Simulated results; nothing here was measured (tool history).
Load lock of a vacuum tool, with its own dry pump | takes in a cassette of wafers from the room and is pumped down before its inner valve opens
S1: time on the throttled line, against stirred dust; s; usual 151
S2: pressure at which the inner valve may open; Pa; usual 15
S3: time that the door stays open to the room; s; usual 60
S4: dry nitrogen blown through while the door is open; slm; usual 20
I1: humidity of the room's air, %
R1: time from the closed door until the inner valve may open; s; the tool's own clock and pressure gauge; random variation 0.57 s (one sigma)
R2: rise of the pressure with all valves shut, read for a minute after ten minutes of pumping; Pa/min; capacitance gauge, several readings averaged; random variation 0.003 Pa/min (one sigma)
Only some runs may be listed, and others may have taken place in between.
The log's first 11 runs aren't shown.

-- hour=1250.4 dry pump taken out, an overhauled one fitted
run 12 hour=1373.4 | S1=151 S2=29 S3=60 S4=23 | I1=44.4 | R1=184.8 R2=0.15
run 13 hour=1528.6 | S1=151 S2=29 S3=60 S4=23 | I1=46.3 | R1=183.5 R2=0.158
run 14 hour=1647.8 | S1=97 S2=15 S3=60 S4=20 | I1=45.9 | R1=139.6 R2=0.15
run 15 hour=1809.4 | S1=97 S2=15 S3=60 S4=20 | I1=45.9 | R1=139.4 R2=0.168
run 16 hour=1943.6 | S1=97 S2=15 S3=60 S4=20 | I1=43.2 | R1=138.6 R2=0.166
run 17 hour=2056.6 | S1=151 S2=15 S3=141 S4=20 | I1=42.7 | R1=189.2 R2=0.175
run 18 hour=2215.6 | S1=151 S2=15 S3=60 S4=20 | I1=46 | R1=188.1 R2=0.174
run 19 hour=2299.9 | S1=151 S2=15 S3=60 S4=20 | I1=43.3 | R1=189.9 R2=0.183
run 20 hour=2422.7 | S1=151 S2=15 S3=60 S4=20 | I1=42.7 | R1=189.2 R2=0.177
run 21 hour=2502.8 | S1=151 S2=15 S3=60 S4=20 | I1=48.2 | R1=188.4 R2=0.181
run 22 hour=2673.8 | S1=151 S2=15 S3=60 S4=20 | I1=48.3 | R1=188.6 R2=0.189
run 23 hour=2812.4 | S1=105 S2=15 S3=60 S4=14 | I1=43.9 | R1=147.4 R2=0.189
run 24 hour=2974.8 | S1=151 S2=15 S3=26 S4=11 | I1=44.1 | R1=188.8 R2=0.197
run 25 hour=3147.1 | S1=151 S2=15 S3=26 S4=11 | I1=46.7 | R1=188.3 R2=0.196
run 26 hour=3238 | S1=152 S2=11 S3=60 S4=20 | I1=41.4 | R1=193.3 R2=0.199
run 27 hour=3412 | S1=152 S2=11 S3=60 S4=20 | I1=42.6 | R1=192.9 R2=0.207
run 28 hour=3528 | S1=172 S2=15 S3=60 S4=24 | I1=46.9 | R1=208.2 R2=0.211
run 29 hour=3681.4 | S1=172 S2=15 S3=60 S4=24 | I1=44.8 | R1=209 R2=0.217
run 30 hour=3824.1 | S1=172 S2=15 S3=60 S4=24 | I1=43.2 | R1=209.1 R2=0.222

Run 31, settings as shown, results not yet in. Your forecast:
run 31 hour=3950.4 | S1=176 S2=24 S3=146 S4=41 | I1=44.8 | R1=? R2=?

R1: 210.3 s
R2: 0.228 Pa/min
Minus the tool's unlogged condition, the same run would have read R1 208.1 s, R2 0.022 Pa/min.
